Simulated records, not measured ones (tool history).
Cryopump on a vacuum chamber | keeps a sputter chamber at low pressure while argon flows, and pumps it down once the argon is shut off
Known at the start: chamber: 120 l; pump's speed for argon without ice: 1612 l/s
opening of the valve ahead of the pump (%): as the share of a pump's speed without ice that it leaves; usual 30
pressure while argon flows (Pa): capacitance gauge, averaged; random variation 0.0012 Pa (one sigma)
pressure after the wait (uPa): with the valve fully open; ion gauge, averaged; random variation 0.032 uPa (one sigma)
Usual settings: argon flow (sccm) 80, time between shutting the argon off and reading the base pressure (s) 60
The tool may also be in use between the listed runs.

run    hour  argon flow (sccm)  time between shutting the argon off and reading the base pressure (s)  opening of the valve ahead of the pump (%)  pressure while argon flows (Pa)  pressure after the wait (uPa)
  1     0.0                 80                                                                     60                                          30                           0.2810                           2.33
  2    50.1                 80                                                                     60                                          30                           0.2809                           2.32
  3    80.9                 80                                                                     60                                          30                           0.2836                           2.36
  4   103.3                104                                                                     60                                          30                           0.3676                           2.38
  5   148.4                 33                                                                     60                                          30                           0.1160                           2.50
  6   188.0                 33                                                                     60                                          30                           0.1168                           2.44
  7   210.5                 33                                                                     60                                          30                           0.1168                           2.47
  8   238.1                 80                                                                    207                                          30                           0.2830                           1.43
  9   271.5                 80                                                                    207                                          30                           0.2839                           1.42
 10   304.8                 80                                                                    207                                          30                           0.2845                           1.44
 11   341.1                 80                                                                     54                                          30                           0.2854                           2.74
 12   372.9                 80                                                                     45                                          30                           0.2834                           3.03
 13   406.4                 80                                                                     45                                          30                           0.2839                           3.15
 14   433.7                 80                                                                     45                                          30                           0.2864                           3.16
 15   486.1                 80                                                                     42                                          30                           0.2865                           3.34
 16   523.1                 80                                                                     60                                          30                           0.2880                           2.74
 17   572.2                 80                                                                     60                                          30                           0.2866                           2.77
 18   618.2                 80                                                                     25                                          46                           0.1912                           4.96
 19   646.8                 80                                                                     80                                          23                           0.3715                           2.44
 20   684.6                 80                                                                     80                                          23                           0.3726                           2.42
 21   722.4                 80                                                                     60                                          30                           0.2908                           2.93
 22   754.3                 94                                                                     60                                          38                           0.2738                           2.85
 23   785.9                 35                                                                     94                                          27                           0.1409                           2.42
 24   814.1                142                                                                    111                                          50                           0.3150                           2.21
 25   847.2                 46                                                                     48                                          30                           0.1676                           3.36
 26   882.8                 46                                                                     48                                          30                           0.1660                           3.35
 27   905.2                 73                                                                     60                                          16                           0.4899                           3.00
 28   938.8                 43                                                                     36                                          30                           0.1568                           4.03
 29   960.5                 99                                                                    222                                          30                           0.3613                           1.90
 30   998.7                 53                                                                    113                                          30                           0.1940                           2.36
 31  1051.8                158                                                                    113                                          42                           0.4232                           2.36
 32  1102.1                158                                                                    113                                          42                           0.4194                           2.47
 33  1146.7                138                                                                     67                                          53                           0.2995                           3.04

4 ways to go on from here, each from the tool as it stands after run 33. What would each give?
  A  1198.1                138                                                                     67                                          27                                ?                              ?
  B  1198.1                 67                                                                     33                                          55                                ?                              ?
  C  1198.1                 35                                                                     98                                          22                                ?                              ?
  D  1198.1                138                                                                     51                                          31                                ?                              ?

run  pressure while argon flows (Pa)  pressure after the wait (uPa)
  A                           0.5659                           3.21
  B                           0.1406                           4.51
  C                           0.1732                           2.62
  D                           0.4919                           3.57
Without the tool's hidden state the same runs would have given:
run  pressure while argon flows (Pa)  pressure after the wait (uPa)
  A                           0.5385                           1.60
  B                           0.1274                           2.94
  C                           0.1663                           1.08
  D                           0.4647                           1.99
